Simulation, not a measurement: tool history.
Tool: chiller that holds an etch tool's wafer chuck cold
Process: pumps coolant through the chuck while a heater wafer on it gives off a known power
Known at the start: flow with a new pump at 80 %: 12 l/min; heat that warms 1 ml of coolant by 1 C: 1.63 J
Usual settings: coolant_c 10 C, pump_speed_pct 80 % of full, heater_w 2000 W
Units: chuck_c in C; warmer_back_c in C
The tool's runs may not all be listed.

run 1 day=0.000 | coolant_c=10 pump_speed_pct=80 heater_w=2000 | chuck_c=25.0 warmer_back_c=6.26
run 2 day=0.875 | coolant_c=10 pump_speed_pct=80 heater_w=2068 | chuck_c=25.5 warmer_back_c=6.45
run 3 day=2.079 | coolant_c=10 pump_speed_pct=80 heater_w=2068 | chuck_c=25.6 warmer_back_c=6.49
run 4 day=3.079 | coolant_c=10 pump_speed_pct=80 heater_w=1649 | chuck_c=22.4 warmer_back_c=5.14
run 5 day=3.817 | coolant_c=10 pump_speed_pct=97 heater_w=1649 | chuck_c=20.7 warmer_back_c=4.25
run 6 day=5.521 | coolant_c=10 pump_speed_pct=97 heater_w=1649 | chuck_c=20.7 warmer_back_c=4.29
run 7 day=6.654 | coolant_c=10 pump_speed_pct=97 heater_w=1649 | chuck_c=20.7 warmer_back_c=4.21
run 8 day=8.138 | coolant_c=10 pump_speed_pct=97 heater_w=1649 | chuck_c=20.7 warmer_back_c=4.31
run 9 day=9.525 | coolant_c=10 pump_speed_pct=80 heater_w=2000 | chuck_c=25.1 warmer_back_c=6.21
-- day=9.967 chiller's thermometer calibrated
run 10 day=10.371 | coolant_c=10 pump_speed_pct=80 heater_w=2000 | chuck_c=24.9 warmer_back_c=6.30
run 11 day=12.117 | coolant_c=10 pump_speed_pct=80 heater_w=2000 | chuck_c=24.9 warmer_back_c=6.34
run 12 day=12.879 | coolant_c=10 pump_speed_pct=80 heater_w=2000 | chuck_c=25.0 warmer_back_c=6.28
run 13 day=13.712 | coolant_c=10 pump_speed_pct=80 heater_w=2000 | chuck_c=25.0 warmer_back_c=6.26
run 14 day=15.021 | coolant_c=10 pump_speed_pct=80 heater_w=2000 | chuck_c=25.1 warmer_back_c=6.29
run 15 day=16.304 | coolant_c=10 pump_speed_pct=80 heater_w=2000 | chuck_c=25.0 warmer_back_c=6.27
run 16 day=17.175 | coolant_c=10 pump_speed_pct=80 heater_w=2000 | chuck_c=25.0 warmer_back_c=6.27
run 17 day=18.646 | coolant_c=10 pump_speed_pct=80 heater_w=2000 | chuck_c=25.2 warmer_back_c=6.33
run 18 day=20.058 | coolant_c=10 pump_speed_pct=74 heater_w=2337 | chuck_c=28.6 warmer_back_c=7.94
-- day=20.396 coolant pump overhauled
run 19 day=21.683 | coolant_c=19 pump_speed_pct=74 heater_w=2840 | chuck_c=42.2 warmer_back_c=9.82
run 20 day=22.825 | coolant_c=10 pump_speed_pct=66 heater_w=2000 | chuck_c=28.0 warmer_back_c=7.66
run 21 day=24.233 | coolant_c=10 pump_speed_pct=66 heater_w=2000 | chuck_c=27.9 warmer_back_c=7.67
run 22 day=25.129 | coolant_c=3 pump_speed_pct=85 heater_w=2220 | chuck_c=19.0 warmer_back_c=6.69
run 23 day=25.967 | coolant_c=3 pump_speed_pct=85 heater_w=2220 | chuck_c=19.0 warmer_back_c=6.67
run 24 day=26.975 | coolant_c=3 pump_speed_pct=85 heater_w=2614 | chuck_c=22.0 warmer_back_c=7.91
run 25 day=27.758 | coolant_c=3 pump_speed_pct=85 heater_w=2614 | chuck_c=21.9 warmer_back_c=7.86
run 26 day=29.271 | coolant_c=3 pump_speed_pct=85 heater_w=2614 | chuck_c=22.0 warmer_back_c=7.89
-- day=29.617 coolant pump overhauled, once more
run 27 day=30.962 | coolant_c=15 pump_speed_pct=88 heater_w=1021 | chuck_c=22.0 warmer_back_c=2.84
run 28 day=32.404 | coolant_c=15 pump_speed_pct=99 heater_w=1021 | chuck_c=21.3 warmer_back_c=2.56
run 29 day=33.504 | coolant_c=15 pump_speed_pct=99 heater_w=1021 | chuck_c=21.3 warmer_back_c=2.60
run 30 day=34.942 | coolant_c=5 pump_speed_pct=99 heater_w=1021 | chuck_c=11.0 warmer_back_c=2.57
run 31 day=36.375 | coolant_c=5 pump_speed_pct=99 heater_w=1021 | chuck_c=11.4 warmer_back_c=2.62

Measured less the same run without the tool's hidden state. The same run-to-run variation is in both; the gauge's scatter may not be:
The hidden state here: heat passed by the chuck's channels, % of clean ones'; flow at a given pump speed, % of a new pump's; coolant's true temperature over the reading, C; drift of the gauge itself on chuck_c, C; drift of the gauge itself on warmer_back_c, C.
run=1 chuck_c=+0.6 warmer_back_c=+0.11
run=2 chuck_c=+0.6 warmer_back_c=+0.11
run=3 chuck_c=+0.6 warmer_back_c=+0.12
run=4 chuck_c=+0.5 warmer_back_c=+0.10
run=5 chuck_c=+0.5 warmer_back_c=+0.08
run=6 chuck_c=+0.5 warmer_back_c=+0.08
run=7 chuck_c=+0.5 warmer_back_c=+0.08
run=8 chuck_c=+0.5 warmer_back_c=+0.08
run=9 chuck_c=+0.6 warmer_back_c=+0.13
run=10 chuck_c=+0.5 warmer_back_c=+0.13
run=11 chuck_c=+0.5 warmer_back_c=+0.13
run=12 chuck_c=+0.5 warmer_back_c=+0.13
run=13 chuck_c=+0.5 warmer_back_c=+0.14
run=14 chuck_c=+0.5 warmer_back_c=+0.14
run=15 chuck_c=+0.5 warmer_back_c=+0.14
run=16 chuck_c=+0.5 warmer_back_c=+0.14
run=17 chuck_c=+0.6 warmer_back_c=+0.15
run=18 chuck_c=+0.7 warmer_back_c=+0.19
run=19 chuck_c=+1.1 warmer_back_c=+0.36
run=20 chuck_c=+0.9 warmer_back_c=+0.28
run=21 chuck_c=+0.9 warmer_back_c=+0.29
run=22 chuck_c=+0.8 warmer_back_c=+0.26
run=23 chuck_c=+0.9 warmer_back_c=+0.26
run=24 chuck_c=+0.9 warmer_back_c=+0.30
run=25 chuck_c=+0.9 warmer_back_c=+0.31
run=26 chuck_c=+1.0 warmer_back_c=+0.31
run=27 chuck_c=+0.1 warmer_back_c=+0.00
run=28 chuck_c=+0.2 warmer_back_c=+0.00
run=29 chuck_c=+0.1 warmer_back_c=+0.00
run=30 chuck_c=+0.2 warmer_back_c=+0.01
run=31 chuck_c=+0.2 warmer_back_c=+0.00
